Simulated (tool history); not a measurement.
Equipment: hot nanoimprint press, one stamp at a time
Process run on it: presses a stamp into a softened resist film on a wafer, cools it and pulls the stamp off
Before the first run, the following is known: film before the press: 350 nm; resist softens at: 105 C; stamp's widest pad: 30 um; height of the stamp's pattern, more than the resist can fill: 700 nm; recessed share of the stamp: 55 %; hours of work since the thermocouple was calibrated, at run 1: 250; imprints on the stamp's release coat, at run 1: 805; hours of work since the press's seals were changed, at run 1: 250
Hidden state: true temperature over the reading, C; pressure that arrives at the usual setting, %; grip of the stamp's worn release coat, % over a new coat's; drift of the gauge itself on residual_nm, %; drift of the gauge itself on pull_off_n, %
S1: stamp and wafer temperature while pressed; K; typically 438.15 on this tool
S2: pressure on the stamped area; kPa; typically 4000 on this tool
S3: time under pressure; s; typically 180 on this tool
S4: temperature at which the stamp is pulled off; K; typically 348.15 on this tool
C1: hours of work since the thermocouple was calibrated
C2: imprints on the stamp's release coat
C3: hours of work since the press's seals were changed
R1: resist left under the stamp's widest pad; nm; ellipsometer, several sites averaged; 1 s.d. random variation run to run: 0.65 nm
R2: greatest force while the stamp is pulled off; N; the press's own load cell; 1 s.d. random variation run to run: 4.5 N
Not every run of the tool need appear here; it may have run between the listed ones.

run,day,S1,S2,S3,S4,C1,C2,C3,R1,R2
1,0.000,438.15,4000,180,348.15,250,805,250,168.1,219
2,0.575,438.15,4000,180,354.15,259,864,259,167.9,210
3,1.662,438.15,4000,180,354.15,276,975,276,167.7,203
4,2.317,438.15,4000,180,348.15,287,1041,287,168.3,228
5,2.867,438.15,4000,180,348.15,295,1098,295,167.5,220
6,3.367,438.15,4000,180,348.15,303,1149,303,166.1,222
7,4.421,438.15,4000,90,348.15,319,1256,319,208.5,224
8,5.225,438.15,4000,180,348.15,332,1338,332,166.9,218
9,5.842,438.15,3030,180,348.15,342,1401,342,188.6,217
# day 6.046: plate thermocouple calibrated
10,6.679,438.15,3030,180,348.15,10,1474,353,188.7,228
11,7.304,438.15,3030,180,348.15,20,1538,363,188.8,219
12,8.296,438.15,3030,180,348.15,35,1639,378,188.4,217
13,8.933,438.15,4000,127,348.15,45,1705,388,186.5,220
# day 9.562: stamp cleaned and given a new release coat
14,10.025,438.15,2900,127,348.15,58,47,401,212.9,224
15,10.842,438.15,4000,180,348.15,71,131,414,166.6,219
16,11.867,438.15,3740,180,348.15,87,235,430,171.9,222

Predict the results of run 17:
17,12.883,438.15,3740,180,348.15,103,339,446,?,?

R1: 170.9 nm
R2: 213 N
Had the tool carried no hidden state, the very same run would have given R1 172.9 nm, R2 213 N.
